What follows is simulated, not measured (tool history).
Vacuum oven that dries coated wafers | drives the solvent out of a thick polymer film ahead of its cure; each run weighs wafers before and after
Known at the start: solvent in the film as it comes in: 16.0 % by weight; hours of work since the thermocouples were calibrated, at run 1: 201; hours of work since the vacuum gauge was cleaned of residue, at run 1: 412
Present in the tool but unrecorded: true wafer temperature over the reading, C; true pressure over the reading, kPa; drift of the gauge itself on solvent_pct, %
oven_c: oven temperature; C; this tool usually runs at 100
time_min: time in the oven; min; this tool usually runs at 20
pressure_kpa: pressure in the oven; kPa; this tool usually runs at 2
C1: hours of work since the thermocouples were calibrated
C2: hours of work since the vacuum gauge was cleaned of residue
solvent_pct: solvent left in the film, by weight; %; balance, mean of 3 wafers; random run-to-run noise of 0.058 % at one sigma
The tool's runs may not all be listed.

Run 1, hour 0: usual settings; C1 201; C2 412. Result: solvent_pct 4.16 %.
Run 2, hour 18.9: usual settings but oven_c 89 C; C1 213; C2 424. Result: solvent_pct 7.77 %.
Run 3, hour 53.2: usual settings but time_min 13 min; C1 235; C2 446. Result: solvent_pct 6.29 %.
Run 4, hour 88.6: usual settings but oven_c 103 C; C1 257; C2 468. Result: solvent_pct 3.41 %.
Run 5, hour 124.7: usual settings; C1 280; C2 491. Result: solvent_pct 4.3 %.
Run 6, hour 158.5: usual settings but oven_c 114 C; C1 302; C2 513. Result: solvent_pct 1.01 %.
Run 7, hour 185.4: usual settings but oven_c 114 C; C1 319; C2 530. Result: solvent_pct 1.04 %.
Run 8, hour 226.5: usual settings but oven_c 105 C, pressure_kpa 1.68 kPa; C1 345; C2 556. Result: solvent_pct 2.8 %.
Run 9, hour 259: usual settings but oven_c 112 C, time_min 13 min, pressure_kpa 3.86 kPa; C1 366; C2 576. Result: solvent_pct 3.06 %.
Run 10, hour 283: usual settings but oven_c 112 C, time_min 15 min, pressure_kpa 3.35 kPa; C1 381; C2 592. Result: solvent_pct 2.43 %.
Run 11, hour 311.3: usual settings but oven_c 112 C, time_min 15 min, pressure_kpa 3.35 kPa; C1 399; C2 610. Result: solvent_pct 2.53 %.
Run 12, hour 328.5: usual settings but oven_c 112 C, time_min 15 min, pressure_kpa 3.35 kPa; C1 410; C2 620. Result: solvent_pct 2.54 %.
Run 13, hour 349.5: usual settings but oven_c 95 C, pressure_kpa 1.96 kPa; C1 423; C2 634. Result: solvent_pct 5.93 %.

Forecast each of these 3 alternatives for the next run:
Run A, hour 377.5: usual settings but oven_c 95 C, time_min 17 min, pressure_kpa 1.05 kPa; C1 441; C2 652. Result: solvent_pct ?.
Run B, hour 377.5: usual settings but oven_c 95 C, time_min 24 min, pressure_kpa 1.96 kPa; C1 441; C2 652. Result: solvent_pct ?.
Run C, hour 377.5: usual settings but oven_c 95 C, time_min 15 min, pressure_kpa 1.96 kPa; C1 441; C2 652. Result: solvent_pct ?.

run  solvent_pct
  A         6.54
  B         5.16
  C         7.32
What these runs would have given with no unlogged condition in the tool:
run  solvent_pct
  A         6.31
  B         4.92
  C         7.09

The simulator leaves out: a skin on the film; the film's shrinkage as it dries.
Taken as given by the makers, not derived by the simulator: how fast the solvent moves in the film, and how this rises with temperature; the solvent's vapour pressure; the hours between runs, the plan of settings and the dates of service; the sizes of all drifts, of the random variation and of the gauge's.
